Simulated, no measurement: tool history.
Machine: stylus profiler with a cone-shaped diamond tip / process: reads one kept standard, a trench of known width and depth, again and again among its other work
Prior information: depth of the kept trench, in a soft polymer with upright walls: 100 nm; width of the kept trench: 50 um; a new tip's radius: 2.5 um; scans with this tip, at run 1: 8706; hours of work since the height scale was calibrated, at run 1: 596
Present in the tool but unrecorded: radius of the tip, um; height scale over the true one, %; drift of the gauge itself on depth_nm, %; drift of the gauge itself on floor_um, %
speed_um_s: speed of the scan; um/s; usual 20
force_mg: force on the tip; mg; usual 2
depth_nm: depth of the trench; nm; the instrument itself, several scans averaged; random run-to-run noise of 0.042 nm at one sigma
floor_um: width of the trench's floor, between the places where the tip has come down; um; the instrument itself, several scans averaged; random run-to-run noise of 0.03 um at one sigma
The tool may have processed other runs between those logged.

| run | hour | speed_um_s | force_mg | scans with this tip | hours of work since the height scale was calibrated | depth_nm | floor_um |
|---|---|---|---|---|---|---|---|
| 1 | 0 | 20 | 2 | 8706 | 596 | 100.54 | 48.21 |
| 2 | 94 | 20 | 2 | 9469 | 648 | 100.56 | 48.15 |
| 3 | 192 | 20 | 2 | 10264 | 703 | 100.53 | 48.1 |
| 4 | 267.3 | 20 | 2 | 10875 | 744 | 100.63 | 48.07 |
| 5 | 321.6 | 20 | 2 | 11317 | 775 | 100.48 | 48.1 |
| 6 | 396.2 | 20 | 2 | 11922 | 816 | 100.52 | 48.08 |
| 7 | 507.4 | 20 | 2 | 12825 | 878 | 100.54 | 48 |
| 8 | 582.6 | 8 | 2 | 13435 | 920 | 100.51 | 48.1 |
| 9 | 699.6 | 78 | 2 | 14385 | 985 | 100.48 | 47.73 |
| 10 | 755.1 | 78 | 2 | 14835 | 1015 | 100.44 | 47.75 |
| 11 | 836.3 | 29 | 2 | 15495 | 1060 | 100.43 | 47.97 |
| 12 | 937 | 29 | 2 | 16312 | 1116 | 100.46 | 47.89 |
| 13 | 1051.4 | 30 | 1.59 | 17241 | 1180 | 100.38 | 47.84 |
| 14 | 1104.9 | 40 | 1.15 | 17675 | 1210 | 100.21 | 47.76 |
| 15 | 1168.7 | 40 | 1.15 | 18193 | 1245 | 100.19 | 47.72 |
| 16 | 1257.5 | 40 | 1.15 | 18914 | 1294 | 100.15 | 47.71 |
| 17 | 1343.2 | 37 | 1.34 | 19609 | 1342 | 100.18 | 47.7 |
| 18 | 1458.3 | 13 | 0.88 | 20543 | 1406 | 100.05 | 47.8 |

5 options for the next run, each taken on its own from the tool as it stands now. Forecast them:
| A | 1560.7 | 64 | 0.88 | 21375 | 1463 | ? | ? |
| B | 1560.7 | 7 | 1.13 | 21375 | 1463 | ? | ? |
| C | 1560.7 | 8 | 5.47 | 21375 | 1463 | ? | ? |
| D | 1560.7 | 6 | 5.42 | 21375 | 1463 | ? | ? |
| E | 1560.7 | 38 | 1.4 | 21375 | 1463 | ? | ? |

| run | depth_nm | floor_um |
|---|---|---|
| A | 100.04 | 47.49 |
| B | 100.12 | 47.79 |
| C | 101.06 | 47.79 |
| D | 101.08 | 47.77 |
| E | 100.15 | 47.67 |
The same runs, with their run-to-run variation unchanged, on a tool lacking any hidden condition would have given:
| run | depth_nm | floor_um |
|---|---|---|
| A | 100.43 | 48.28 |
| B | 100.51 | 48.58 |
| C | 101.46 | 48.58 |
| D | 101.48 | 48.56 |
| E | 100.54 | 48.46 |
